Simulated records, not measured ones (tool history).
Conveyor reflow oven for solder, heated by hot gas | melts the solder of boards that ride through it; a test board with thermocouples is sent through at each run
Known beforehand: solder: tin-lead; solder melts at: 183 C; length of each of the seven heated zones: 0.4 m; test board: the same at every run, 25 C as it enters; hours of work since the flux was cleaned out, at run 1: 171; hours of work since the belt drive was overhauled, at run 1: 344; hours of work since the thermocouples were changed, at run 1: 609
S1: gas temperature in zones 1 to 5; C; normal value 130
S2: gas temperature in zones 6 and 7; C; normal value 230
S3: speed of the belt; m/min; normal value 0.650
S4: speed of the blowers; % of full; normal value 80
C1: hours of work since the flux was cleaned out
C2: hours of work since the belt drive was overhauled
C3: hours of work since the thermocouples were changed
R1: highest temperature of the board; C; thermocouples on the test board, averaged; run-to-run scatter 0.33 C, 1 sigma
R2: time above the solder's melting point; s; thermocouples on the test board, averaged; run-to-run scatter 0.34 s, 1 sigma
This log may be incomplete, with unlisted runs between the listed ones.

run	hour	S1	S2	S3	S4	C1	C2	C3	R1	R2
1	0.0	130	230	0.650	80	171	344	609	211.5	48.3
2	16.8	130	230	0.650	80	182	355	620	212.0	47.2
3	30.8	130	230	0.650	80	191	365	630	211.5	47.9
4	42.2	130	230	0.650	80	199	372	637	211.3	47.7
5	57.4	128	230	0.650	80	209	382	648	211.0	46.8
6	65.3	128	230	0.650	80	214	388	653	211.1	46.7
7	77.8	128	230	0.650	80	223	396	661	211.4	46.8
8	87.1	130	230	0.650	87	229	402	667	214.2	50.0
9	99.5	130	230	0.650	77	237	411	676	210.5	46.7
10	109.6	136	230	0.650	80	244	417	683	213.1	50.4
11	123.7	136	230	0.650	80	253	427	692	213.1	50.7
12	137.8	130	230	0.669	80	263	436	701	210.3	45.3
13	146.4	124	227	0.711	89	269	442	707	207.6	38.3
# hour 152.2: flux residue cleaned out of gas plates and filters
14	165.7	130	230	0.712	78	9	451	717	207.7	39.0
15	179.7	115	230	0.650	56	18	461	726	197.9	26.6
16	187.5	119	224	0.759	80	24	466	731	197.8	23.8
17	195.1	121	224	0.650	80	29	471	736	204.9	38.3
18	212.5	135	233	0.650	80	40	483	748	214.0	52.5
19	223.8	133	221	0.553	80	48	490	755	209.0	56.0
20	233.0	140	241	0.553	80	54	496	762	227.9	73.9
21	246.3	125	241	0.553	61	63	505	771	218.3	61.0
# hour 256.1: flux residue cleaned out of gas plates and filters, once more
22	261.4	124	230	0.542	80	4	512	777	218.5	63.7
23	273.3	123	235	0.672	53	11	520	785	202.3	32.2

What differs in the tool's unlogged condition from the final listed run ahead of each entry between runs to the first listed run following it?
In the gap between runs 13 and 14: flux residue cleaned out of gas plates and filters (hour 152.2)
  heat that the gas passes to the board, % of a clean oven's: 94.7 -> 93.9; belt's true speed, % of the reading: 99.61 -> 99.6; true gas temperature in zones 6 and 7 over the reading, C: 1.97 -> 2
  measured value less the no-hidden-state value, R1: -0.2 -> -0.4 C; R2: -0.5 -> -0.7 s
In the gap between runs 21 and 22: flux residue cleaned out of gas plates and filters, once more (hour 256.1)
  heat that the gas passes to the board, % of a clean oven's: 93.1 -> 99.6; belt's true speed, % of the reading: 99.53 -> 99.52; true gas temperature in zones 6 and 7 over the reading, C: 2.19 -> 2.21
  measured value less the no-hidden-state value, R1: +0.0 -> +2.0 C; R2: +0.0 -> +2.0 s
